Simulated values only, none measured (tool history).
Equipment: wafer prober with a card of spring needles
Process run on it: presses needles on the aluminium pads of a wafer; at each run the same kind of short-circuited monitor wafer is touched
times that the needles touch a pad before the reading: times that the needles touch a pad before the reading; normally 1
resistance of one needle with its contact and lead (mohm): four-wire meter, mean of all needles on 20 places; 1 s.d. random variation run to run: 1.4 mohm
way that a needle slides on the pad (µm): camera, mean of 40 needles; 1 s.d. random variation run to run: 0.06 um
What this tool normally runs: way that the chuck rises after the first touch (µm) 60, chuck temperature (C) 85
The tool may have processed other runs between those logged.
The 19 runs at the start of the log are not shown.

run   hour  way that the chuck rises after the first touch (µm)  chuck temperature (C)  times that the needles touch a pad before the reading  touches since the tips were cleaned  cleanings since the card got new needles  touches since the first contact's height was set  resistance of one needle with its contact and lead (mohm)  way that a needle slides on the pad (µm)
 20  423.4                                                   50                     58                                                      3                                 4000                                        28                                             21247                                                        145                                     11.91
     428.5  -- tips cleaned on abrasive film
     446.6  -- tips cleaned on abrasive film
 21  456.9                                                   43                     85                                                      1                                 2867                                        30                                             30526                                                        179                                     10.16
     465.6  -- tips cleaned on abrasive film
 22  473.4                                                   78                    110                                                      2                                 2162                                        31                                             35095                                                        141                                     18.48
     483.7  -- tips cleaned on abrasive film
       504  -- tips cleaned on abrasive film
 23  508.3                                                   78                    110                                                      2                                 1201                                        33                                             44783                                                        134                                     18.46
     523.2  -- tips cleaned on abrasive film
 24  523.2                                                   78                    110                                                      2                                    0                                        34                                             48923                                                        130                                     18.55
     541.7  -- tips cleaned on abrasive film
 25  541.7                                                   78                    110                                                      2                                    0                                        35                                             54060                                                        132                                     18.43
     561.1  -- tips cleaned on abrasive film
 26  563.6                                                   57                     85                                                      2                                  696                                        36                                             60139                                                        136                                     13.35
     580.8  -- tips cleaned on abrasive film
 27  588.4                                                   44                     45                                                      2                                 2121                                        37                                             67050                                                        150                                      10.2
     600.5  -- tips cleaned on abrasive film
 28  610.3                                                   60                     49                                                      2                                 2738                                        38                                             73133                                                        142                                     13.98
     620.9  -- tips cleaned on abrasive film
 29  629.5                                                   50                    122                                                      1                                 2382                                        39                                             78450                                                        169                                     11.69
     639.7  -- tips cleaned on abrasive film
     658.7  -- tips cleaned on abrasive film
 30  663.1                                                   50                    122                                                      1                                 1240                                        41                                             87795                                                        159                                     11.66
     678.3  -- tips cleaned on abrasive film
 31    688                                                   60                     96                                                      2                                 2728                                        42                                             94712                                                        146                                     13.84

Branching from run 31: 3 alternative next runs. What would each branch give?
     696.9  -- tips cleaned on abrasive film
     715.6  -- tips cleaned on abrasive film
  A  715.6                                                   60                     63                                                      2                                    0                                        44                                            102363                                                          ?                                         ?
     696.9  -- tips cleaned on abrasive film
     715.6  -- tips cleaned on abrasive film
  B  715.6                                                   60                     81                                                      3                                    0                                        44                                            102363                                                          ?                                         ?
     696.9  -- tips cleaned on abrasive film
     715.6  -- tips cleaned on abrasive film
  C  715.6                                                   68                     37                                                      1                                    0                                        44                                            102363                                                          ?                                         ?

run  resistance of one needle with its contact and lead (mohm)  way that a needle slides on the pad (µm)
  A                                                        132                                     13.97
  B                                                        131                                     13.82
  C                                                        125                                     15.82
What these runs would have given with no unlogged condition in the tool:
run  resistance of one needle with its contact and lead (mohm)  way that a needle slides on the pad (µm)
  A                                                        129                                      14.5
  B                                                        129                                     14.35
  C                                                        122                                     16.35
